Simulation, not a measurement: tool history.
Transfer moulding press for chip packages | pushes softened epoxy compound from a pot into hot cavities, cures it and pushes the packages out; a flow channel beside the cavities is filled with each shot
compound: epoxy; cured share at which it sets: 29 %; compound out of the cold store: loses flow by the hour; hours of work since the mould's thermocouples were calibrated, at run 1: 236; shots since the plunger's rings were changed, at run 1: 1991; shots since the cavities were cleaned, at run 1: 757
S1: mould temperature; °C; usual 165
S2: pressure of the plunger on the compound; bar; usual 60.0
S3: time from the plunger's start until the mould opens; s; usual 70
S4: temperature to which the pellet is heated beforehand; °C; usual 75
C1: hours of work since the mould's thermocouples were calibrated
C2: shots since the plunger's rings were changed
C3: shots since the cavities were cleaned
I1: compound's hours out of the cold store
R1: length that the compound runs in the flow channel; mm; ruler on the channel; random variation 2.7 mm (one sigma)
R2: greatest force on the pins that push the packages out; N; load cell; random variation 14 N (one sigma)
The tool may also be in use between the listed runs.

run,hour,S1,S2,S3,S4,C1,C2,C3,I1,R1,R2
1,0.0,165,60.0,70,75,236,1991,757,23.8,605,1047
# hour 7.5: cavities cleaned with cleaning compound and waxed
# hour 35.0: plunger's sealing rings changed
# hour 54.8: cavities cleaned with cleaning compound and waxed
2,57.8,165,60.0,70,75,275,412,58,20.8,636,732
# hour 98.9: cavities cleaned with cleaning compound and waxed
# hour 145.7: cavities cleaned with cleaning compound and waxed
3,145.7,171,60.0,70,75,338,2055,0,10.8,622,485
# hour 176.5: plunger's sealing rings changed
# hour 199.1: cavities cleaned with cleaning compound and waxed
4,217.6,171,60.0,70,75,389,766,357,20.6,610,618
# hour 228.3: mould's thermocouples calibrated
# hour 245.8: cavities cleaned with cleaning compound and waxed
5,266.6,171,60.0,70,75,27,1647,402,25.1,590,604
# hour 294.1: cavities cleaned with cleaning compound and waxed
# hour 321.9: plunger's sealing rings changed
# hour 348.2: cavities cleaned with cleaning compound and waxed
6,358.1,171,60.0,70,75,92,671,192,45.8,551,502
# hour 396.1: cavities cleaned with cleaning compound and waxed
7,415.6,171,60.0,70,75,134,1754,378,25.3,586,617
# hour 440.3: cavities cleaned with cleaning compound and waxed
# hour 464.3: plunger's sealing rings changed
# hour 487.6: cavities cleaned with cleaning compound and waxed
8,492.5,171,60.0,70,75,187,518,95,31.8,587,516
# hour 536.0: cavities cleaned with cleaning compound and waxed
# hour 581.6: cavities cleaned with cleaning compound and waxed
9,585.8,165,60.0,70,70,254,2265,81,46.3,544,706
# hour 604.9: plunger's sealing rings changed
# hour 630.2: cavities cleaned with cleaning compound and waxed
10,647.0,165,60.0,70,70,297,785,324,12.3,647,913
# hour 675.0: cavities cleaned with cleaning compound and waxed
11,717.2,165,60.0,70,75,348,2115,817,27.3,597,1032
# hour 724.6: cavities cleaned with cleaning compound and waxed
# hour 749.5: plunger's sealing rings changed
12,766.5,161,60.0,70,75,382,330,763,12.2,670,1483
# hour 773.2: cavities cleaned with cleaning compound and waxed
# hour 791.1: mould's thermocouples calibrated
13,814.8,168,62.7,53,72,18,1195,766,45.0,572,1584
# hour 820.7: cavities cleaned with cleaning compound and waxed
# hour 865.8: cavities cleaned with cleaning compound and waxed
# hour 893.8: plunger's sealing rings changed
14,908.4,168,62.7,53,72,84,283,777,31.4,606,1583
# hour 918.3: cavities cleaned with cleaning compound and waxed
# hour 968.8: cavities cleaned with cleaning compound and waxed
15,1004.3,165,60.0,67,75,153,2081,688,14.0,636,1135
# hour 1014.4: cavities cleaned with cleaning compound and waxed
# hour 1035.2: plunger's sealing rings changed
# hour 1066.1: cavities cleaned with cleaning compound and waxed
16,1070.3,165,60.0,91,75,198,649,81,40.3,574,431
# hour 1116.2: cavities cleaned with cleaning compound and waxed
17,1148.3,165,60.0,91,75,255,2130,621,38.0,568,560
# hour 1163.1: cavities cleaned with cleaning compound and waxed
# hour 1176.7: plunger's sealing rings changed
18,1207.5,159,60.0,91,75,297,596,809,15.0,659,900
# hour 1217.6: cavities cleaned with cleaning compound and waxed
19,1259.5,162,60.0,91,77,334,1575,812,29.5,603,712
# hour 1268.2: cavities cleaned with cleaning compound and waxed
# hour 1318.4: plunger's sealing rings changed
# hour 1319.9: cavities cleaned with cleaning compound and waxed
20,1324.5,167,53.7,75,83,379,89,89,15.5,612,530
# hour 1353.3: mould's thermocouples calibrated
# hour 1371.4: cavities cleaned with cleaning compound and waxed
21,1374.8,167,61.8,75,80,15,994,66,24.3,614,525
# hour 1421.1: cavities cleaned with cleaning compound and waxed
22,1452.1,170,60.0,70,78,72,2461,599,11.4,612,718
# hour 1463.3: plunger's sealing rings changed
# hour 1469.5: cavities cleaned with cleaning compound and waxed
# hour 1518.8: cavities cleaned with cleaning compound and waxed
23,1520.9,170,60.0,70,78,119,1058,41,17.0,615,514

Forecast each of these 3 alternatives for the next run:
# hour 1563.7: cavities cleaned with cleaning compound and waxed
A,1577.6,167,67.1,70,84,160,2125,269,18.0,?,?
# hour 1563.7: cavities cleaned with cleaning compound and waxed
B,1577.6,170,70.5,70,78,160,2125,269,35.3,?,?
# hour 1563.7: cavities cleaned with cleaning compound and waxed
C,1577.6,170,47.6,109,75,160,2125,269,27.2,?,?

run,R1,R2
A,644,731
B,607,589
C,517,437
Without the tool's hidden state the same runs would have given:
run,R1,R2
A,671,570
B,632,457
C,539,342

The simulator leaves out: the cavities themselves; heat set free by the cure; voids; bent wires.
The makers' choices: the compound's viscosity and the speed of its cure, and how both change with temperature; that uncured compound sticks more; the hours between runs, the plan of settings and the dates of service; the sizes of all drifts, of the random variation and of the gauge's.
